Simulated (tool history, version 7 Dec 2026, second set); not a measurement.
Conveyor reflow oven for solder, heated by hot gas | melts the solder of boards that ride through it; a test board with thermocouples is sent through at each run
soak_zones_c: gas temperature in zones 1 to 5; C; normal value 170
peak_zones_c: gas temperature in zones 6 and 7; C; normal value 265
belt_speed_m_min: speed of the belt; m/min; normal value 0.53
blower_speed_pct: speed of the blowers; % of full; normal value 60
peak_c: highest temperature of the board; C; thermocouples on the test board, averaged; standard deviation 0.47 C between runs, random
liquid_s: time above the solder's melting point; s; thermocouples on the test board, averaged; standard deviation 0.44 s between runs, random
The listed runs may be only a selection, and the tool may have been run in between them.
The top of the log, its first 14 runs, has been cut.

| run | hour | soak_zones_c | peak_zones_c | belt_speed_m_min | blower_speed_pct | hours of work since the flux was cleaned out | hours of work since the belt drive was overhauled | hours of work since the thermocouples were changed | peak_c | liquid_s |
|---|---|---|---|---|---|---|---|---|---|---|
| 15 | 239.3 | 170 | 265 | 0.443 | 60 | 348 | 476 | 303 | 253.6 | 73.1 |
| 16 | 257.2 | 170 | 265 | 0.53 | 60 | 362 | 490 | 317 | 248.1 | 54.1 |
| 17 | 272.5 | 170 | 265 | 0.53 | 60 | 374 | 501 | 329 | 247.7 | 55.2 |
| 18 | 284.3 | 170 | 265 | 0.53 | 60 | 383 | 511 | 338 | 247.4 | 54.4 |
| 19 | 307.8 | 184 | 265 | 0.53 | 60 | 401 | 529 | 356 | 250.3 | 62.4 |
| 20 | 330.3 | 166 | 258 | 0.611 | 71 | 418 | 546 | 374 | 237.9 | 36.4 |
|  | 349.8 | flux residue cleaned out of gas plates and filters |
| 21 | 349.8 | 170 | 265 | 0.437 | 60 | 0 | 558 | 385 | 255.1 | 76.6 |
| 22 | 366.4 | 170 | 265 | 0.53 | 82 | 13 | 571 | 398 | 253.3 | 60.5 |
| 23 | 376.8 | 170 | 265 | 0.53 | 82 | 21 | 579 | 406 | 252.9 | 60.2 |
| 24 | 387.3 | 171 | 270 | 0.513 | 66 | 29 | 587 | 414 | 256.1 | 65 |
| 25 | 401.8 | 185 | 266 | 0.513 | 71 | 40 | 598 | 426 | 254.4 | 69.2 |
| 26 | 424.9 | 170 | 265 | 0.583 | 85 | 58 | 616 | 444 | 249.5 | 52.7 |
| 27 | 443.3 | 170 | 265 | 0.53 | 80 | 73 | 630 | 458 | 251.6 | 60.1 |
| 28 | 453.7 | 170 | 265 | 0.53 | 80 | 81 | 638 | 466 | 251.1 | 60.1 |
| 29 | 473.1 | 170 | 265 | 0.484 | 58 | 96 | 653 | 481 | 251.9 | 65.1 |
| 30 | 485.6 | 170 | 265 | 0.484 | 58 | 106 | 663 | 491 | 250.5 | 64.5 |
| 31 | 506.7 | 171 | 265 | 0.53 | 60 | 122 | 680 | 507 | 248.7 | 57.1 |

Below are 3 alternative next runs, each starting from the tool's condition after run 31. Predict each:
| A | 520 | 170 | 266 | 0.53 | 60 | 132 | 690 | 517 | ? | ? |
| B | 520 | 170 | 265 | 0.53 | 85 | 132 | 690 | 517 | ? | ? |
| C | 520 | 171 | 259 | 0.627 | 64 | 132 | 690 | 517 | ? | ? |

| run | peak_c | liquid_s |
|---|---|---|
| A | 250.3 | 57.5 |
| B | 251.9 | 59.4 |
| C | 239.6 | 38.3 |
What these runs would have given with no unlogged condition in the tool:
| run | peak_c | liquid_s |
|---|---|---|
| A | 252.8 | 58.6 |
| B | 254.5 | 60.4 |
| C | 242 | 40.1 |
